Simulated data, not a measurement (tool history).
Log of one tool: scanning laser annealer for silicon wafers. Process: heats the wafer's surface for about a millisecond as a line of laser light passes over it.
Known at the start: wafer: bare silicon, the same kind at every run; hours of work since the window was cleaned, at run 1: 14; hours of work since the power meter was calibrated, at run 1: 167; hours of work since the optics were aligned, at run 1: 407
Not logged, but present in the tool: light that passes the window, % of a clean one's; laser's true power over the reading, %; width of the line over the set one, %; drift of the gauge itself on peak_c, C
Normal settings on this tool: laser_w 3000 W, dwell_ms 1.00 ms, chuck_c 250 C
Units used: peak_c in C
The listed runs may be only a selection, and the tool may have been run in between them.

| run | hour | laser_w | dwell_ms | chuck_c | hours of work since the window was cleaned | hours of work since the power meter was calibrated | hours of work since the optics were aligned | peak_c |
|---|---|---|---|---|---|---|---|---|
| 1 | 0.0 | 3000 | 1.00 | 250 | 14 | 167 | 407 | 1069 |
| 2 | 14.2 | 2893 | 1.00 | 250 | 23 | 176 | 416 | 1041 |
| 3 | 27.2 | 2893 | 1.00 | 250 | 31 | 183 | 424 | 1041 |
| 4 | 36.2 | 3000 | 1.00 | 250 | 36 | 189 | 429 | 1070 |
| 5 | 51.0 | 3000 | 1.00 | 250 | 45 | 198 | 438 | 1070 |
| 6 | 63.6 | 3000 | 1.00 | 250 | 53 | 206 | 446 | 1068 |
| 7 | 74.9 | 3000 | 1.00 | 250 | 60 | 213 | 453 | 1067 |
| 8 | 86.8 | 3021 | 1.00 | 250 | 67 | 220 | 460 | 1076 |
| 9 | 93.3 | 3021 | 1.00 | 250 | 71 | 224 | 464 | 1074 |
| 10 | 106.5 | 2657 | 0.74 | 284 | 79 | 232 | 472 | 902 |
| 11 | 114.2 | 3000 | 0.86 | 250 | 84 | 237 | 477 | 1007 |
| 12 | 128.6 | 3000 | 0.86 | 221 | 93 | 245 | 486 | 978 |
| 13 | 144.0 | 2800 | 1.00 | 245 | 102 | 255 | 495 | 1007 |
| 14 | 153.6 | 2800 | 1.00 | 245 | 108 | 261 | 501 | 1005 |
| 15 | 164.8 | 2897 | 1.15 | 245 | 115 | 268 | 508 | 1091 |
| 16 | 172.0 | 2901 | 0.89 | 245 | 119 | 272 | 512 | 987 |
| 17 | 183.1 | 2966 | 1.24 | 220 | 126 | 279 | 519 | 1124 |

Measured less the same run without the tool's hidden state. The same run-to-run variation is in both; the gauge's scatter may not be:
| run | peak_c |
|---|---|
| 1 | -2 |
| 2 | -2 |
| 3 | -2 |
| 4 | -3 |
| 5 | -3 |
| 6 | -3 |
| 7 | -4 |
| 8 | -4 |
| 9 | -4 |
| 10 | -3 |
| 11 | -4 |
| 12 | -4 |
| 13 | -5 |
| 14 | -5 |
| 15 | -6 |
| 16 | -6 |
| 17 | -7 |
